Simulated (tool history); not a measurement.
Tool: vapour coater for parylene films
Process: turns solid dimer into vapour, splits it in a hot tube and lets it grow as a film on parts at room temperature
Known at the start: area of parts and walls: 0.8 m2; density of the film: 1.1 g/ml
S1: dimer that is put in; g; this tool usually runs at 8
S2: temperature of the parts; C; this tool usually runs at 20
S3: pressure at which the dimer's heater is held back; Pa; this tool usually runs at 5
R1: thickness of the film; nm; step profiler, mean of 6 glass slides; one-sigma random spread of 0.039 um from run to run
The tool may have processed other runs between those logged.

{"run": 1, "hour": 0.0, "S1": 8, "S2": 20, "S3": 5, "R1": 4620}
{"run": 2, "hour": 8.9, "S1": 8, "S2": 20, "S3": 5, "R1": 4610}
{"run": 3, "hour": 21.6, "S1": 8, "S2": 20, "S3": 5, "R1": 4620}
{"run": 4, "hour": 38.2, "S1": 12, "S2": 20, "S3": 5, "R1": 6930}
{"run": 5, "hour": 49.2, "S1": 8, "S2": 20, "S3": 5, "R1": 4570}
{"run": 6, "hour": 57.2, "S1": 8, "S2": 21, "S3": 5, "R1": 4440}
{"run": 7, "hour": 65.5, "S1": 9, "S2": 21, "S3": 5, "R1": 5060}
{"run": 8, "hour": 73.3, "S1": 8, "S2": 14, "S3": 5, "R1": 5310}
{"run": 9, "hour": 83.6, "S1": 8, "S2": 14, "S3": 5, "R1": 5350}
{"run": 10, "hour": 100.4, "S1": 8, "S2": 14, "S3": 5, "R1": 5320}
{"run": 11, "hour": 109.2, "S1": 11, "S2": 20, "S3": 5, "R1": 6360}
{"run": 12, "hour": 125.5, "S1": 8, "S2": 16, "S3": 5, "R1": 5070}
{"run": 13, "hour": 141.8, "S1": 8, "S2": 20, "S3": 5, "R1": 4550}
{"run": 14, "hour": 149.5, "S1": 6, "S2": 17, "S3": 3, "R1": 3980}
{"run": 15, "hour": 163.8, "S1": 6, "S2": 13, "S3": 4.6, "R1": 4090}
{"run": 16, "hour": 180.7, "S1": 6, "S2": 13, "S3": 4.6, "R1": 4100}
{"run": 17, "hour": 193.3, "S1": 6, "S2": 13, "S3": 4.6, "R1": 4100}
{"run": 18, "hour": 210.7, "S1": 7, "S2": 14, "S3": 3.87, "R1": 4740}
{"hour": 219.2, "done": "trap's valve overhauled"}
{"run": 19, "hour": 222.4, "S1": 7, "S2": 17, "S3": 9.88, "R1": 4320}
{"run": 20, "hour": 234.7, "S1": 7, "S2": 17, "S3": 9.88, "R1": 4350}
{"run": 21, "hour": 250.9, "S1": 12, "S2": 17, "S3": 9.88, "R1": 7280}
{"run": 22, "hour": 267.2, "S1": 11, "S2": 26, "S3": 11.59, "R1": 5150}
{"run": 23, "hour": 280.6, "S1": 11, "S2": 26, "S3": 11.59, "R1": 5180}

Each row is a separate what-if for the run after 23, all from the same tool condition, not one after another. Results?
{"run": "A", "hour": 293.1, "S1": 9, "S2": 18, "S3": 8.14, "R1": "?"}
{"run": "B", "hour": 293.1, "S1": 8, "S2": 16, "S3": 5, "R1": "?"}
{"run": "C", "hour": 293.1, "S1": 9, "S2": 20, "S3": 8.53, "R1": "?"}
{"run": "D", "hour": 293.1, "S1": 7, "S2": 12, "S3": 3.41, "R1": "?"}
{"run": "E", "hour": 293.1, "S1": 8, "S2": 28, "S3": 5, "R1": "?"}

run=A R1=5510
run=B R1=5480
run=C R1=5150
run=D R1=5630
run=E R1=3970
What these runs would have given with no unlogged condition in the tool:
run=A R1=5540
run=B R1=5520
run=C R1=5180
run=D R1=5670
run=E R1=4000
